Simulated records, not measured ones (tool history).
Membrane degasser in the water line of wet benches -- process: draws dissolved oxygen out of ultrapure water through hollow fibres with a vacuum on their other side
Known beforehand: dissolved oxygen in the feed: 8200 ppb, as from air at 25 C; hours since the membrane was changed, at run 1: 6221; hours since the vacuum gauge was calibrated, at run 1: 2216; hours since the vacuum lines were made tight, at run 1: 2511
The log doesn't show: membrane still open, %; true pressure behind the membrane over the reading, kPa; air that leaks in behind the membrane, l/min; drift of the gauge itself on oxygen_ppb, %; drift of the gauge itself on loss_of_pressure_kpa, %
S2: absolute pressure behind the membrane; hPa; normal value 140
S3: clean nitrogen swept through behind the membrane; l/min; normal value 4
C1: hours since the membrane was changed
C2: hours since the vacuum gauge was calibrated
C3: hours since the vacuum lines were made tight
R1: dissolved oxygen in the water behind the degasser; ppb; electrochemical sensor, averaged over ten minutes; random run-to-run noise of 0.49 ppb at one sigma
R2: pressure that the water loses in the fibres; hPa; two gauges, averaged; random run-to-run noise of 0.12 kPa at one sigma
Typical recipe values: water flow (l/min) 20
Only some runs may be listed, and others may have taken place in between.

{"run": 1, "hour": 0.0, "water flow (l/min)": 20, "S2": 140, "S3": 4, "C1": 6221, "C2": 2216, "C3": 2511, "R1": 146.2, "R2": 408.4}
{"run": 2, "hour": 128.2, "water flow (l/min)": 20, "S2": 140, "S3": 6.11, "C1": 6350, "C2": 2344, "C3": 2639, "R1": 102.5, "R2": 407}
{"run": 3, "hour": 236.7, "water flow (l/min)": 20, "S2": 140, "S3": 3.74, "C1": 6458, "C2": 2453, "C3": 2748, "R1": 156.1, "R2": 406.4}
{"run": 4, "hour": 386.3, "water flow (l/min)": 20, "S2": 140, "S3": 3.74, "C1": 6608, "C2": 2602, "C3": 2898, "R1": 155.9, "R2": 407.9}
{"run": 5, "hour": 486.7, "water flow (l/min)": 20, "S2": 140, "S3": 3.74, "C1": 6708, "C2": 2703, "C3": 2998, "R1": 155.6, "R2": 406.5}
{"run": 6, "hour": 602.3, "water flow (l/min)": 20, "S2": 140, "S3": 4, "C1": 6824, "C2": 2818, "C3": 3114, "R1": 147.5, "R2": 408.3}
{"run": 7, "hour": 685.7, "water flow (l/min)": 20, "S2": 140, "S3": 7.89, "C1": 6907, "C2": 2902, "C3": 3197, "R1": 83.6, "R2": 407.9}
{"run": 8, "hour": 847.6, "water flow (l/min)": 20, "S2": 140, "S3": 7.89, "C1": 7069, "C2": 3064, "C3": 3359, "R1": 83.8, "R2": 409.4}
{"hour": 1003.8, "done": "vacuum gauge calibrated"}
{"run": 9, "hour": 1003.8, "water flow (l/min)": 20, "S2": 140, "S3": 7.89, "C1": 7225, "C2": 0, "C3": 3515, "R1": 81.8, "R2": 409.5}
{"run": 10, "hour": 1149.7, "water flow (l/min)": 21, "S2": 140, "S3": 4, "C1": 7371, "C2": 146, "C3": 3661, "R1": 155.5, "R2": 430.1}
{"run": 11, "hour": 1252.1, "water flow (l/min)": 20, "S2": 140, "S3": 4, "C1": 7473, "C2": 248, "C3": 3763, "R1": 145.4, "R2": 411}
{"run": 12, "hour": 1422.1, "water flow (l/min)": 20, "S2": 140, "S3": 4, "C1": 7643, "C2": 418, "C3": 3933, "R1": 145.8, "R2": 410}
{"run": 13, "hour": 1582.5, "water flow (l/min)": 20, "S2": 140, "S3": 4, "C1": 7803, "C2": 579, "C3": 4093, "R1": 145.6, "R2": 409.1}
{"run": 14, "hour": 1709.9, "water flow (l/min)": 19, "S2": 140, "S3": 4, "C1": 7931, "C2": 706, "C3": 4221, "R1": 135.5, "R2": 388.8}
{"run": 15, "hour": 1868.9, "water flow (l/min)": 19, "S2": 140, "S3": 4, "C1": 8090, "C2": 865, "C3": 4380, "R1": 136.8, "R2": 390}
{"run": 16, "hour": 2014.4, "water flow (l/min)": 13, "S2": 142, "S3": 10.5, "C1": 8235, "C2": 1011, "C3": 4525, "R1": 35.8, "R2": 265.9}
{"run": 17, "hour": 2174.5, "water flow (l/min)": 13, "S2": 142, "S3": 10.5, "C1": 8395, "C2": 1171, "C3": 4685, "R1": 35.9, "R2": 266}
{"run": 18, "hour": 2284.2, "water flow (l/min)": 18, "S2": 270, "S3": 7.89, "C1": 8505, "C2": 1280, "C3": 4795, "R1": 142.3, "R2": 372.3}
{"run": 19, "hour": 2394.6, "water flow (l/min)": 14, "S2": 140, "S3": 4, "C1": 8615, "C2": 1391, "C3": 4905, "R1": 95.3, "R2": 289}
{"run": 20, "hour": 2478.5, "water flow (l/min)": 20, "S2": 256, "S3": 8.01, "C1": 8699, "C2": 1475, "C3": 4989, "R1": 153.3, "R2": 411.9}
{"run": 21, "hour": 2564.9, "water flow (l/min)": 22, "S2": 202, "S3": 11.39, "C1": 8786, "C2": 1561, "C3": 5076, "R1": 108, "R2": 451}
{"run": 22, "hour": 2689.4, "water flow (l/min)": 31, "S2": 209, "S3": 3.13, "C1": 8910, "C2": 1686, "C3": 5200, "R1": 510.2, "R2": 635.8}
{"run": 23, "hour": 2869.2, "water flow (l/min)": 22, "S2": 89, "S3": 5.58, "C1": 9090, "C2": 1865, "C3": 5380, "R1": 82.6, "R2": 454.3}
{"hour": 2902.8, "done": "seals of the vacuum lines changed"}
{"run": 24, "hour": 3008.5, "water flow (l/min)": 20, "S2": 140, "S3": 4.79, "C1": 9227, "C2": 2003, "C3": 106, "R1": 126.9, "R2": 411.2}
{"run": 25, "hour": 3161.4, "water flow (l/min)": 20, "S2": 140, "S3": 4.79, "C1": 9380, "C2": 2156, "C3": 259, "R1": 126.4, "R2": 411.2}
{"run": 26, "hour": 3271.3, "water flow (l/min)": 25, "S2": 140, "S3": 4.79, "C1": 9490, "C2": 2266, "C3": 368, "R1": 184.3, "R2": 518.1}

What differs in the tool's unlogged condition from the final listed run ahead of each entry between runs to the first listed run following it?
Run 8 -> run 9: vacuum gauge calibrated (hour 1003.8)
  membrane still open, %: 97.1 -> 97; true pressure behind the membrane over the reading, kPa: 0.25 -> 0.01; air that leaks in behind the membrane, l/min: 0.0063 -> 0.0065
  the result without the hidden state subtracted from the measured one, R1: +4.5 -> +3 ppb; R2: +11.8 -> +12 hPa
Run 23 -> run 24: seals of the vacuum lines changed (hour 2902.8)
  membrane still open, %: 96.3 -> 96.2; true pressure behind the membrane over the reading, kPa: 0.17 -> 0.18; air that leaks in behind the membrane, l/min: 0.0093 -> 0.0026
  the result without the hidden state subtracted from the measured one, R1: +7.3 -> +5.2 ppb; R2: +16.8 -> +15.6 hPa

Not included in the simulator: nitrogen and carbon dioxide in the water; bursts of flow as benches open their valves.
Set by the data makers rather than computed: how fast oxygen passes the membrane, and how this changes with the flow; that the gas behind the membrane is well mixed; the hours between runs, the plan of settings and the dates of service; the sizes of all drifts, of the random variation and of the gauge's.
